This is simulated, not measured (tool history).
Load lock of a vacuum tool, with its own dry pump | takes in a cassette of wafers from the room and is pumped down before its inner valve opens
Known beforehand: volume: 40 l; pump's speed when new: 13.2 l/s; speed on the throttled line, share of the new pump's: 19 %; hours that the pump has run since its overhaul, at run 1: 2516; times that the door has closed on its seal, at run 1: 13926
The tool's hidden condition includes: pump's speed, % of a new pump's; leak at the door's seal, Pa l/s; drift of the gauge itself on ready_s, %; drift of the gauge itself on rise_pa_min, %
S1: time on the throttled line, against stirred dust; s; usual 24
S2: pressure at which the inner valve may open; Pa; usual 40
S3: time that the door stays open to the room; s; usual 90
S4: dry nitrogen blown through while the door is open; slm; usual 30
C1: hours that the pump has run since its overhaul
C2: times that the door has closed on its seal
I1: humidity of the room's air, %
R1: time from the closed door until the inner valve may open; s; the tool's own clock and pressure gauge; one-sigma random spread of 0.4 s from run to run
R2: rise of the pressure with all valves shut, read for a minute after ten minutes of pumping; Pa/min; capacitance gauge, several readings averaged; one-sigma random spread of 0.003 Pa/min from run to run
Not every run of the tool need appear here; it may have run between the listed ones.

{"run": 1, "hour": 0.0, "S1": 24, "S2": 40, "S3": 90, "S4": 30, "C1": 2516, "C2": 13926, "I1": 46.2, "R1": 43.7, "R2": 0.06}
{"run": 2, "hour": 174.8, "S1": 24, "S2": 40, "S3": 122, "S4": 30, "C1": 2691, "C2": 14367, "I1": 46.3, "R1": 43.2, "R2": 0.064}
{"run": 3, "hour": 271.4, "S1": 24, "S2": 40, "S3": 122, "S4": 39, "C1": 2787, "C2": 14611, "I1": 43.4, "R1": 43.7, "R2": 0.057}
{"run": 4, "hour": 367.3, "S1": 24, "S2": 40, "S3": 110, "S4": 39, "C1": 2883, "C2": 14853, "I1": 46.2, "R1": 42.6, "R2": 0.063}
{"run": 5, "hour": 579.0, "S1": 24, "S2": 40, "S3": 110, "S4": 39, "C1": 3095, "C2": 15387, "I1": 46.7, "R1": 43, "R2": 0.063}
{"run": 6, "hour": 693.0, "S1": 24, "S2": 40, "S3": 30, "S4": 30, "C1": 3209, "C2": 15675, "I1": 41.9, "R1": 42.7, "R2": 0.058}
{"run": 7, "hour": 847.2, "S1": 24, "S2": 40, "S3": 30, "S4": 30, "C1": 3363, "C2": 16064, "I1": 46.5, "R1": 43.3, "R2": 0.062}
{"run": 8, "hour": 1001.4, "S1": 28, "S2": 40, "S3": 90, "S4": 30, "C1": 3518, "C2": 16453, "I1": 43.4, "R1": 46.9, "R2": 0.068}
{"run": 9, "hour": 1186.9, "S1": 28, "S2": 40, "S3": 90, "S4": 30, "C1": 3703, "C2": 16921, "I1": 46.7, "R1": 46.6, "R2": 0.07}
{"run": 10, "hour": 1281.8, "S1": 28, "S2": 40, "S3": 90, "S4": 30, "C1": 3798, "C2": 17160, "I1": 43.1, "R1": 46.4, "R2": 0.07}
{"run": 11, "hour": 1476.6, "S1": 28, "S2": 40, "S3": 90, "S4": 30, "C1": 3993, "C2": 17652, "I1": 48.6, "R1": 47.2, "R2": 0.074}
{"run": 12, "hour": 1702.7, "S1": 28, "S2": 40, "S3": 90, "S4": 30, "C1": 4219, "C2": 18222, "I1": 43.6, "R1": 47, "R2": 0.076}
{"run": 13, "hour": 1890.3, "S1": 24, "S2": 40, "S3": 90, "S4": 30, "C1": 4406, "C2": 18695, "I1": 49.7, "R1": 43.3, "R2": 0.08}
{"run": 14, "hour": 2009.8, "S1": 24, "S2": 40, "S3": 90, "S4": 30, "C1": 4526, "C2": 18996, "I1": 47.5, "R1": 43.3, "R2": 0.075}
{"run": 15, "hour": 2236.3, "S1": 24, "S2": 40, "S3": 90, "S4": 30, "C1": 4752, "C2": 19568, "I1": 41.3, "R1": 44, "R2": 0.089}
{"run": 16, "hour": 2455.7, "S1": 24, "S2": 40, "S3": 90, "S4": 30, "C1": 4972, "C2": 20121, "I1": 44.9, "R1": 43.5, "R2": 0.091}
{"run": 17, "hour": 2614.5, "S1": 24, "S2": 40, "S3": 90, "S4": 30, "C1": 5131, "C2": 20522, "I1": 48.1, "R1": 44, "R2": 0.087}
{"run": 18, "hour": 2767.2, "S1": 24, "S2": 40, "S3": 90, "S4": 30, "C1": 5283, "C2": 20907, "I1": 45, "R1": 43.4, "R2": 0.09}
{"run": 19, "hour": 2980.7, "S1": 24, "S2": 40, "S3": 90, "S4": 30, "C1": 5497, "C2": 21446, "I1": 47.7, "R1": 44.5, "R2": 0.1}
{"run": 20, "hour": 3082.9, "S1": 24, "S2": 40, "S3": 90, "S4": 30, "C1": 5599, "C2": 21704, "I1": 43.3, "R1": 44.4, "R2": 0.094}
{"run": 21, "hour": 3192.3, "S1": 17, "S2": 69, "S3": 45, "S4": 5, "C1": 5708, "C2": 21980, "I1": 44.2, "R1": 36.9, "R2": 0.11}
{"run": 22, "hour": 3292.7, "S1": 36, "S2": 57, "S3": 135, "S4": 7, "C1": 5809, "C2": 22233, "I1": 47.6, "R1": 52.5, "R2": 0.119}
{"run": 23, "hour": 3463.4, "S1": 23, "S2": 43, "S3": 90, "S4": 30, "C1": 5980, "C2": 22664, "I1": 45.5, "R1": 42.9, "R2": 0.103}
{"run": 24, "hour": 3657.6, "S1": 23, "S2": 43, "S3": 90, "S4": 30, "C1": 6174, "C2": 23154, "I1": 47.7, "R1": 43.2, "R2": 0.103}
{"run": 25, "hour": 3834.1, "S1": 23, "S2": 43, "S3": 90, "S4": 30, "C1": 6350, "C2": 23599, "I1": 46.6, "R1": 43.3, "R2": 0.102}
{"run": 26, "hour": 3975.8, "S1": 24, "S2": 35, "S3": 41, "S4": 6, "C1": 6492, "C2": 23956, "I1": 46.7, "R1": 44.1, "R2": 0.111}
{"run": 27, "hour": 4174.8, "S1": 18, "S2": 40, "S3": 90, "S4": 30, "C1": 6691, "C2": 24458, "I1": 43.4, "R1": 39.3, "R2": 0.112}
{"run": 28, "hour": 4312.1, "S1": 32, "S2": 41, "S3": 66, "S4": 30, "C1": 6828, "C2": 24805, "I1": 46.6, "R1": 51.1, "R2": 0.107}
{"run": 29, "hour": 4542.2, "S1": 24, "S2": 52, "S3": 162, "S4": 6, "C1": 7058, "C2": 25385, "I1": 44.9, "R1": 43.8, "R2": 0.129}
{"run": 30, "hour": 4732.4, "S1": 24, "S2": 46, "S3": 183, "S4": 30, "C1": 7248, "C2": 25865, "I1": 47.5, "R1": 44.1, "R2": 0.116}
{"run": 31, "hour": 4958.3, "S1": 24, "S2": 46, "S3": 183, "S4": 30, "C1": 7474, "C2": 26435, "I1": 44.3, "R1": 44, "R2": 0.131}
{"run": 32, "hour": 5146.7, "S1": 23, "S2": 40, "S3": 60, "S4": 15, "C1": 7663, "C2": 26910, "I1": 46.4, "R1": 43.8, "R2": 0.124}
{"run": 33, "hour": 5298.9, "S1": 23, "S2": 30, "S3": 60, "S4": 15, "C1": 7815, "C2": 27294, "I1": 47.5, "R1": 45.4, "R2": 0.132}
{"run": 34, "hour": 5442.1, "S1": 24, "S2": 50, "S3": 85, "S4": 30, "C1": 7958, "C2": 27656, "I1": 48.4, "R1": 43.6, "R2": 0.127}
{"run": 35, "hour": 5536.6, "S1": 20, "S2": 50, "S3": 127, "S4": 30, "C1": 8053, "C2": 27894, "I1": 45.8, "R1": 40.6, "R2": 0.134}

Forecast each of these 5 alternatives for the next run:
{"run": "A", "hour": 5641.3, "S1": 13, "S2": 50, "S3": 173, "S4": 30, "C1": 8157, "C2": 28158, "I1": 46.3, "R1": "?", "R2": "?"}
{"run": "B", "hour": 5641.3, "S1": 43, "S2": 31, "S3": 90, "S4": 5, "C1": 8157, "C2": 28158, "I1": 45.6, "R1": "?", "R2": "?"}
{"run": "C", "hour": 5641.3, "S1": 20, "S2": 50, "S3": 202, "S4": 30, "C1": 8157, "C2": 28158, "I1": 46, "R1": "?", "R2": "?"}
{"run": "D", "hour": 5641.3, "S1": 17, "S2": 66, "S3": 127, "S4": 35, "C1": 8157, "C2": 28158, "I1": 45.7, "R1": "?", "R2": "?"}
{"run": "E", "hour": 5641.3, "S1": 16, "S2": 40, "S3": 131, "S4": 13, "C1": 8157, "C2": 28158, "I1": 47.4, "R1": "?", "R2": "?"}

run=A R1=35.5 R2=0.132
run=B R1=61.5 R2=0.141
run=C R1=40 R2=0.136
run=D R1=37.7 R2=0.129
run=E R1=38.2 R2=0.136
With no hidden state in the tool, these same runs would have given:
run=A R1=34.1 R2=0.023
run=B R1=60.4 R2=0.031
run=C R1=38.6 R2=0.024
run=D R1=36.4 R2=0.02
run=E R1=36.8 R2=0.028
